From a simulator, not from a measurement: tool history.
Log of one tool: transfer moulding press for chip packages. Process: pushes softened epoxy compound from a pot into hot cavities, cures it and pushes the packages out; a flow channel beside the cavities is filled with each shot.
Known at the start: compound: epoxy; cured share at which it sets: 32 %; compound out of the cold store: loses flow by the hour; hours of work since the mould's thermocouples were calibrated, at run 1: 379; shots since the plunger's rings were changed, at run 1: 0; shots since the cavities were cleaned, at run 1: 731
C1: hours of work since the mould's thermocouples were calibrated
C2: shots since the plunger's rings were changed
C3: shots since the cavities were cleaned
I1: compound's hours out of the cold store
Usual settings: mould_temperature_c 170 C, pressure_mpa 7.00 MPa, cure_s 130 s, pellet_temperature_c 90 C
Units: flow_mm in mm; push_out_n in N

{"run": 1, "hour": 0.0, "mould_temperature_c": 170, "pressure_mpa": 7.0, "cure_s": 130, "pellet_temperature_c": 90, "C1": 379, "C2": 0, "C3": 731, "I1": 28.2, "flow_mm": 534, "push_out_n": 354}
{"run": 2, "hour": 16.5, "mould_temperature_c": 170, "pressure_mpa": 7.0, "cure_s": 130, "pellet_temperature_c": 90, "C1": 386, "C2": 109, "C3": 840, "I1": 18.5, "flow_mm": 555, "push_out_n": 363}
{"run": 3, "hour": 42.2, "mould_temperature_c": 170, "pressure_mpa": 7.0, "cure_s": 130, "pellet_temperature_c": 90, "C1": 396, "C2": 278, "C3": 1009, "I1": 40.7, "flow_mm": 510, "push_out_n": 347}
{"hour": 51.5, "done": "cavities cleaned with cleaning compound and waxed"}
{"run": 4, "hour": 68.5, "mould_temperature_c": 170, "pressure_mpa": 7.0, "cure_s": 130, "pellet_temperature_c": 90, "C1": 407, "C2": 441, "C3": 112, "I1": 15.0, "flow_mm": 566, "push_out_n": 365}
{"run": 5, "hour": 86.1, "mould_temperature_c": 170, "pressure_mpa": 7.0, "cure_s": 130, "pellet_temperature_c": 90, "C1": 414, "C2": 556, "C3": 227, "I1": 17.2, "flow_mm": 557, "push_out_n": 372}
{"run": 6, "hour": 105.7, "mould_temperature_c": 170, "pressure_mpa": 7.0, "cure_s": 130, "pellet_temperature_c": 90, "C1": 423, "C2": 685, "C3": 356, "I1": 39.0, "flow_mm": 508, "push_out_n": 358}
{"run": 7, "hour": 133.2, "mould_temperature_c": 170, "pressure_mpa": 7.0, "cure_s": 130, "pellet_temperature_c": 90, "C1": 434, "C2": 866, "C3": 537, "I1": 15.9, "flow_mm": 563, "push_out_n": 366}
{"run": 8, "hour": 157.3, "mould_temperature_c": 170, "pressure_mpa": 7.0, "cure_s": 130, "pellet_temperature_c": 90, "C1": 445, "C2": 1025, "C3": 696, "I1": 9.0, "flow_mm": 576, "push_out_n": 371}
{"run": 9, "hour": 188.5, "mould_temperature_c": 170, "pressure_mpa": 7.0, "cure_s": 130, "pellet_temperature_c": 90, "C1": 458, "C2": 1230, "C3": 901, "I1": 39.3, "flow_mm": 513, "push_out_n": 346}
{"hour": 212.9, "done": "cavities cleaned with cleaning compound and waxed"}
{"run": 10, "hour": 212.9, "mould_temperature_c": 170, "pressure_mpa": 7.0, "cure_s": 130, "pellet_temperature_c": 90, "C1": 467, "C2": 1381, "C3": 0, "I1": 42.5, "flow_mm": 502, "push_out_n": 342}
{"run": 11, "hour": 240.0, "mould_temperature_c": 170, "pressure_mpa": 7.0, "cure_s": 130, "pellet_temperature_c": 90, "C1": 479, "C2": 1559, "C3": 178, "I1": 10.5, "flow_mm": 574, "push_out_n": 374}
{"run": 12, "hour": 264.7, "mould_temperature_c": 170, "pressure_mpa": 7.0, "cure_s": 130, "pellet_temperature_c": 90, "C1": 489, "C2": 1722, "C3": 341, "I1": 35.3, "flow_mm": 520, "push_out_n": 351}
{"run": 13, "hour": 289.6, "mould_temperature_c": 170, "pressure_mpa": 7.0, "cure_s": 130, "pellet_temperature_c": 90, "C1": 500, "C2": 1886, "C3": 505, "I1": 14.7, "flow_mm": 564, "push_out_n": 366}
{"run": 14, "hour": 307.3, "mould_temperature_c": 170, "pressure_mpa": 7.0, "cure_s": 130, "pellet_temperature_c": 90, "C1": 507, "C2": 2002, "C3": 621, "I1": 31.0, "flow_mm": 529, "push_out_n": 364}
{"run": 15, "hour": 327.4, "mould_temperature_c": 170, "pressure_mpa": 6.54, "cure_s": 141, "pellet_temperature_c": 82, "C1": 516, "C2": 2135, "C3": 754, "I1": 15.8, "flow_mm": 543, "push_out_n": 336}
{"run": 16, "hour": 345.3, "mould_temperature_c": 170, "pressure_mpa": 6.54, "cure_s": 141, "pellet_temperature_c": 82, "C1": 523, "C2": 2252, "C3": 871, "I1": 19.8, "flow_mm": 532, "push_out_n": 328}
{"hour": 373.6, "done": "cavities cleaned with cleaning compound and waxed"}
{"run": 17, "hour": 375.6, "mould_temperature_c": 170, "pressure_mpa": 6.54, "cure_s": 141, "pellet_temperature_c": 83, "C1": 536, "C2": 2441, "C3": 12, "I1": 15.0, "flow_mm": 544, "push_out_n": 313}
{"run": 18, "hour": 401.0, "mould_temperature_c": 165, "pressure_mpa": 7.0, "cure_s": 120, "pellet_temperature_c": 90, "C1": 546, "C2": 2609, "C3": 180, "I1": 33.9, "flow_mm": 535, "push_out_n": 591}
{"run": 19, "hour": 420.1, "mould_temperature_c": 175, "pressure_mpa": 7.0, "cure_s": 120, "pellet_temperature_c": 90, "C1": 555, "C2": 2735, "C3": 306, "I1": 29.9, "flow_mm": 519, "push_out_n": 321}
{"run": 20, "hour": 444.8, "mould_temperature_c": 175, "pressure_mpa": 7.0, "cure_s": 120, "pellet_temperature_c": 90, "C1": 565, "C2": 2897, "C3": 468, "I1": 33.3, "flow_mm": 512, "push_out_n": 328}
{"run": 21, "hour": 471.4, "mould_temperature_c": 170, "pressure_mpa": 7.71, "cure_s": 130, "pellet_temperature_c": 93, "C1": 576, "C2": 3072, "C3": 643, "I1": 47.1, "flow_mm": 518, "push_out_n": 342}
{"run": 22, "hour": 500.6, "mould_temperature_c": 174, "pressure_mpa": 6.73, "cure_s": 135, "pellet_temperature_c": 93, "C1": 589, "C2": 3264, "C3": 835, "I1": 43.5, "flow_mm": 484, "push_out_n": 299}
{"run": 23, "hour": 518.3, "mould_temperature_c": 174, "pressure_mpa": 6.73, "cure_s": 139, "pellet_temperature_c": 86, "C1": 596, "C2": 3381, "C3": 952, "I1": 8.9, "flow_mm": 557, "push_out_n": 306}
{"hour": 536.6, "done": "cavities cleaned with cleaning compound and waxed"}
{"run": 24, "hour": 552.5, "mould_temperature_c": 170, "pressure_mpa": 5.56, "cure_s": 130, "pellet_temperature_c": 95, "C1": 610, "C2": 3595, "C3": 104, "I1": 17.4, "flow_mm": 495, "push_out_n": 355}
{"run": 25, "hour": 579.8, "mould_temperature_c": 169, "pressure_mpa": 5.56, "cure_s": 125, "pellet_temperature_c": 95, "C1": 622, "C2": 3775, "C3": 284, "I1": 39.0, "flow_mm": 457, "push_out_n": 381}
{"run": 26, "hour": 597.0, "mould_temperature_c": 169, "pressure_mpa": 5.56, "cure_s": 125, "pellet_temperature_c": 95, "C1": 629, "C2": 3889, "C3": 398, "I1": 35.8, "flow_mm": 464, "push_out_n": 394}
{"run": 27, "hour": 616.4, "mould_temperature_c": 170, "pressure_mpa": 7.6, "cure_s": 115, "pellet_temperature_c": 87, "C1": 637, "C2": 4016, "C3": 525, "I1": 34.1, "flow_mm": 545, "push_out_n": 446}
{"run": 28, "hour": 648.8, "mould_temperature_c": 175, "pressure_mpa": 6.84, "cure_s": 115, "pellet_temperature_c": 84, "C1": 651, "C2": 4230, "C3": 739, "I1": 22.3, "flow_mm": 527, "push_out_n": 340}

3 ways to go on from here, each from the tool as it stands after run 28. What would each give?
{"run": "A", "hour": 678.0, "mould_temperature_c": 175, "pressure_mpa": 6.84, "cure_s": 129, "pellet_temperature_c": 84, "C1": 663, "C2": 4422, "C3": 931, "I1": 39.5, "flow_mm": "?", "push_out_n": "?"}
{"run": "B", "hour": 678.0, "mould_temperature_c": 170, "pressure_mpa": 5.76, "cure_s": 130, "pellet_temperature_c": 88, "C1": 663, "C2": 4422, "C3": 931, "I1": 30.9, "flow_mm": "?", "push_out_n": "?"}
{"run": "C", "hour": 678.0, "mould_temperature_c": 175, "pressure_mpa": 6.84, "cure_s": 115, "pellet_temperature_c": 86, "C1": 663, "C2": 4422, "C3": 931, "I1": 35.3, "flow_mm": "?", "push_out_n": "?"}

run=A flow_mm=492 push_out_n=320
run=B flow_mm=479 push_out_n=367
run=C flow_mm=500 push_out_n=349
Without the tool's hidden state the same runs would have given:
run=A flow_mm=493 push_out_n=315
run=B flow_mm=480 push_out_n=361
run=C flow_mm=501 push_out_n=343
